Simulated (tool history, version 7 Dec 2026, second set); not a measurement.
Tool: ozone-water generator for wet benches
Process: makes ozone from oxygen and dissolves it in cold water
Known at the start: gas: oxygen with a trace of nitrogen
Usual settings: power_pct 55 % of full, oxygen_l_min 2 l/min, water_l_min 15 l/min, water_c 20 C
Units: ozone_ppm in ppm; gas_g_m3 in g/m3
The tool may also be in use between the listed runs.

{"run": 1, "hour": 0.0, "power_pct": 55, "oxygen_l_min": 2, "water_l_min": 15, "water_c": 20, "ozone_ppm": 11.72, "gas_g_m3": 156.3}
{"run": 2, "hour": 44.4, "power_pct": 55, "oxygen_l_min": 2, "water_l_min": 15, "water_c": 20, "ozone_ppm": 11.68, "gas_g_m3": 155.9}
{"run": 3, "hour": 68.4, "power_pct": 55, "oxygen_l_min": 2, "water_l_min": 15, "water_c": 20, "ozone_ppm": 11.55, "gas_g_m3": 154.8}
{"run": 4, "hour": 95.4, "power_pct": 55, "oxygen_l_min": 2, "water_l_min": 15, "water_c": 20, "ozone_ppm": 11.73, "gas_g_m3": 156}
{"run": 5, "hour": 126.6, "power_pct": 55, "oxygen_l_min": 2, "water_l_min": 15, "water_c": 20, "ozone_ppm": 11.6, "gas_g_m3": 157.1}
{"run": 6, "hour": 167.5, "power_pct": 55, "oxygen_l_min": 2, "water_l_min": 15, "water_c": 20, "ozone_ppm": 11.57, "gas_g_m3": 155.8}
{"run": 7, "hour": 193.3, "power_pct": 55, "oxygen_l_min": 2, "water_l_min": 15, "water_c": 20, "ozone_ppm": 11.8, "gas_g_m3": 155.6}
{"run": 8, "hour": 214.4, "power_pct": 55, "oxygen_l_min": 2, "water_l_min": 15, "water_c": 20, "ozone_ppm": 11.77, "gas_g_m3": 155.8}
{"run": 9, "hour": 249.9, "power_pct": 55, "oxygen_l_min": 2, "water_l_min": 15, "water_c": 20, "ozone_ppm": 11.52, "gas_g_m3": 155.3}
{"run": 10, "hour": 270.8, "power_pct": 55, "oxygen_l_min": 2, "water_l_min": 15, "water_c": 20, "ozone_ppm": 11.77, "gas_g_m3": 155.7}
{"run": 11, "hour": 314.4, "power_pct": 55, "oxygen_l_min": 2, "water_l_min": 15, "water_c": 20, "ozone_ppm": 11.63, "gas_g_m3": 155.3}
{"run": 12, "hour": 336.5, "power_pct": 55, "oxygen_l_min": 2, "water_l_min": 15, "water_c": 20, "ozone_ppm": 11.59, "gas_g_m3": 156.4}
{"run": 13, "hour": 375.0, "power_pct": 55, "oxygen_l_min": 2, "water_l_min": 15, "water_c": 16, "ozone_ppm": 12.03, "gas_g_m3": 155.9}
{"run": 14, "hour": 409.6, "power_pct": 55, "oxygen_l_min": 2, "water_l_min": 15, "water_c": 16, "ozone_ppm": 12.09, "gas_g_m3": 154.9}
{"run": 15, "hour": 445.5, "power_pct": 55, "oxygen_l_min": 2, "water_l_min": 15, "water_c": 16, "ozone_ppm": 12.1, "gas_g_m3": 155.9}
{"run": 16, "hour": 469.6, "power_pct": 55, "oxygen_l_min": 2, "water_l_min": 16, "water_c": 20, "ozone_ppm": 10.96, "gas_g_m3": 153.6}
{"hour": 475.9, "done": "contactor cleaned"}
{"run": 17, "hour": 504.6, "power_pct": 55, "oxygen_l_min": 2, "water_l_min": 16, "water_c": 20, "ozone_ppm": 10.65, "gas_g_m3": 156.2}
{"run": 18, "hour": 547.9, "power_pct": 60, "oxygen_l_min": 2, "water_l_min": 10, "water_c": 20, "ozone_ppm": 16.74, "gas_g_m3": 165.2}
{"run": 19, "hour": 572.7, "power_pct": 62, "oxygen_l_min": 2.88, "water_l_min": 13, "water_c": 15, "ozone_ppm": 15.75, "gas_g_m3": 144.7}
{"run": 20, "hour": 605.0, "power_pct": 72, "oxygen_l_min": 2.88, "water_l_min": 15, "water_c": 27, "ozone_ppm": 13.63, "gas_g_m3": 161.6}
{"run": 21, "hour": 647.7, "power_pct": 72, "oxygen_l_min": 2.88, "water_l_min": 15, "water_c": 27, "ozone_ppm": 13.59, "gas_g_m3": 160.4}
{"hour": 664.0, "done": "contactor cleaned, once more"}
{"run": 22, "hour": 681.8, "power_pct": 56, "oxygen_l_min": 1.03, "water_l_min": 18, "water_c": 24, "ozone_ppm": 8.11, "gas_g_m3": 212.1}
{"run": 23, "hour": 699.7, "power_pct": 56, "oxygen_l_min": 1.03, "water_l_min": 18, "water_c": 24, "ozone_ppm": 8.09, "gas_g_m3": 210.7}
{"run": 24, "hour": 720.2, "power_pct": 56, "oxygen_l_min": 1.03, "water_l_min": 16, "water_c": 24, "ozone_ppm": 9.2, "gas_g_m3": 211}
{"run": 25, "hour": 746.2, "power_pct": 55, "oxygen_l_min": 1.05, "water_l_min": 18, "water_c": 20, "ozone_ppm": 8.2, "gas_g_m3": 206.3}
{"run": 26, "hour": 765.3, "power_pct": 55, "oxygen_l_min": 1.05, "water_l_min": 18, "water_c": 20, "ozone_ppm": 8.31, "gas_g_m3": 206.2}
{"run": 27, "hour": 794.0, "power_pct": 55, "oxygen_l_min": 1.05, "water_l_min": 18, "water_c": 20, "ozone_ppm": 8.27, "gas_g_m3": 206.6}
{"run": 28, "hour": 814.3, "power_pct": 55, "oxygen_l_min": 1.37, "water_l_min": 18, "water_c": 18, "ozone_ppm": 9.1, "gas_g_m3": 182.9}
{"run": 29, "hour": 835.9, "power_pct": 55, "oxygen_l_min": 1.37, "water_l_min": 18, "water_c": 18, "ozone_ppm": 9.19, "gas_g_m3": 184.2}
{"run": 30, "hour": 871.8, "power_pct": 55, "oxygen_l_min": 1.37, "water_l_min": 18, "water_c": 18, "ozone_ppm": 9.2, "gas_g_m3": 184.1}
{"run": 31, "hour": 904.0, "power_pct": 55, "oxygen_l_min": 1.37, "water_l_min": 18, "water_c": 18, "ozone_ppm": 9.32, "gas_g_m3": 183.1}
{"run": 32, "hour": 946.7, "power_pct": 63, "oxygen_l_min": 3.35, "water_l_min": 15, "water_c": 20, "ozone_ppm": 14.72, "gas_g_m3": 135.3}
{"run": 33, "hour": 971.3, "power_pct": 63, "oxygen_l_min": 1.23, "water_l_min": 10, "water_c": 20, "ozone_ppm": 16.57, "gas_g_m3": 211.6}

The same runs without the tool's hidden state, with the same run-to-run variation:
The hidden state here: yield of the discharge, % of new electrodes'; contactor's efficiency, % of a clean one's; true water temperature over the reading, C; drift of the gauge itself on ozone_ppm, %; drift of the gauge itself on gas_g_m3, %.
run=1 ozone_ppm=12.21 gas_g_m3=156.7
run=2 ozone_ppm=12.18 gas_g_m3=156.3
run=3 ozone_ppm=12.05 gas_g_m3=155.3
run=4 ozone_ppm=12.24 gas_g_m3=156.5
run=5 ozone_ppm=12.11 gas_g_m3=157.6
run=6 ozone_ppm=12.09 gas_g_m3=156.4
run=7 ozone_ppm=12.33 gas_g_m3=156.2
run=8 ozone_ppm=12.3 gas_g_m3=156.4
run=9 ozone_ppm=12.05 gas_g_m3=155.9
run=10 ozone_ppm=12.3 gas_g_m3=156.3
run=11 ozone_ppm=12.17 gas_g_m3=156
run=12 ozone_ppm=12.13 gas_g_m3=157.2
run=13 ozone_ppm=12.6 gas_g_m3=156.6
run=14 ozone_ppm=12.66 gas_g_m3=155.7
run=15 ozone_ppm=12.67 gas_g_m3=156.8
run=16 ozone_ppm=11.5 gas_g_m3=154.5
run=17 ozone_ppm=11.52 gas_g_m3=157.1
run=18 ozone_ppm=17.84 gas_g_m3=166.3
run=19 ozone_ppm=16.95 gas_g_m3=145.7
run=20 ozone_ppm=14.75 gas_g_m3=162.9
run=21 ozone_ppm=14.72 gas_g_m3=161.8
run=22 ozone_ppm=8.2 gas_g_m3=213.6
run=23 ozone_ppm=8.18 gas_g_m3=212.3
run=24 ozone_ppm=9.31 gas_g_m3=212.6
run=25 ozone_ppm=8.3 gas_g_m3=207.8
run=26 ozone_ppm=8.41 gas_g_m3=207.7
run=27 ozone_ppm=8.37 gas_g_m3=208.2
run=28 ozone_ppm=9.21 gas_g_m3=184.3
run=29 ozone_ppm=9.3 gas_g_m3=185.7
run=30 ozone_ppm=9.32 gas_g_m3=185.6
run=31 ozone_ppm=9.44 gas_g_m3=184.7
run=32 ozone_ppm=14.96 gas_g_m3=136.6
run=33 ozone_ppm=16.82 gas_g_m3=213.8

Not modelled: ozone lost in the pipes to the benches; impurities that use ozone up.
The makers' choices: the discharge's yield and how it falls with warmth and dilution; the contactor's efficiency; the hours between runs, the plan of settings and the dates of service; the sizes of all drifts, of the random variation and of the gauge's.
